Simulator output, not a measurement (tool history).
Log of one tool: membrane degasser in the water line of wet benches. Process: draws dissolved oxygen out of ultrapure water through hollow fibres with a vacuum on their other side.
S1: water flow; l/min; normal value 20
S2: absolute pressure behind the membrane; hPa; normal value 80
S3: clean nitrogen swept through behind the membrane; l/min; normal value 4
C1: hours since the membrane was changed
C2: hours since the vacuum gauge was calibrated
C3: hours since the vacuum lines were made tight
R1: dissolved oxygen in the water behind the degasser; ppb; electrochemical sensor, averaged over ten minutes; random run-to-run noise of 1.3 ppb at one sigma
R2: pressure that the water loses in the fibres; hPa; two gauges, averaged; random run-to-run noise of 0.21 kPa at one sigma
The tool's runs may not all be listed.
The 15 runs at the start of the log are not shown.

| run | hour | S1 | S2 | S3 | C1 | C2 | C3 | R1 | R2 |
|---|---|---|---|---|---|---|---|---|---|
| 16 | 2500 | 20 | 80 | 4 | 11364 | 1322 | 9432 | 149.8 | 552.2 |
| 17 | 2745.4 | 20 | 80 | 4 | 11610 | 1567 | 9678 | 149.5 | 551.2 |
| 18 | 2983.4 | 20 | 80 | 4 | 11848 | 1805 | 9916 | 153 | 549.6 |
| 19 | 3181.4 | 13 | 80 | 1.65 | 12046 | 2003 | 10114 | 126.5 | 357.7 |
| 20 | 3415.7 | 13 | 80 | 1.65 | 12280 | 2238 | 10348 | 129.9 | 357.8 |
| 21 | 3583 | 16 | 68 | 2.17 | 12447 | 2405 | 10515 | 125 | 446.5 |
| 22 | 3813.6 | 15 | 99.1 | 2.11 | 12678 | 2635 | 10746 | 166.4 | 417.8 |
| 23 | 3917.5 | 15 | 99.1 | 2.11 | 12782 | 2739 | 10850 | 169.7 | 415.6 |
| 24 | 4153.4 | 20 | 80 | 4.21 | 13018 | 2975 | 11086 | 156.2 | 559 |
| 25 | 4341.4 | 16 | 80 | 4 | 13206 | 3163 | 11274 | 107 | 448.2 |
| 26 | 4478.6 | 28 | 58.6 | 4 | 13343 | 3300 | 11411 | 230.4 | 772.6 |
| 27 | 4631.7 | 20 | 80 | 3.45 | 13496 | 3454 | 11564 | 169.1 | 561.1 |
|  | 4711.7 | seals of the vacuum lines changed |
| 28 | 4767.2 | 20 | 48.8 | 3.1 | 13629 | 3587 | 56 | 128.5 | 557.3 |
|  | 4886.2 | vacuum gauge calibrated |
| 29 | 4936.3 | 17 | 124.6 | 5.04 | 13798 | 50 | 224 | 146 | 472.9 |
| 30 | 5155.7 | 12 | 92.3 | 2.47 | 14017 | 270 | 444 | 102.2 | 334.9 |
| 31 | 5310.6 | 18 | 70.5 | 4.47 | 14172 | 424 | 598 | 117.8 | 505.1 |
| 32 | 5513.1 | 20 | 80 | 2.74 | 14375 | 627 | 801 | 182 | 557.7 |
| 33 | 5709.1 | 20 | 80 | 2.74 | 14571 | 823 | 997 | 182.1 | 560.9 |

3 ways to go on from here, each from the tool as it stands after run 33. What would each give?
| A | 5927.2 | 16 | 65.1 | 4 | 14789 | 1041 | 1215 | ? | ? |
| B | 5927.2 | 20 | 80 | 6.15 | 14789 | 1041 | 1215 | ? | ? |
| C | 5927.2 | 20 | 80 | 5.47 | 14789 | 1041 | 1215 | ? | ? |

| run | R1 | R2 |
|---|---|---|
| A | 96.6 | 448.5 |
| B | 141.1 | 559.8 |
| C | 145.3 | 562.3 |
What these runs would have given with no unlogged condition in the tool:
| run | R1 | R2 |
|---|---|---|
| A | 71.8 | 407.4 |
| B | 104.4 | 508.4 |
| C | 108.8 | 510.9 |
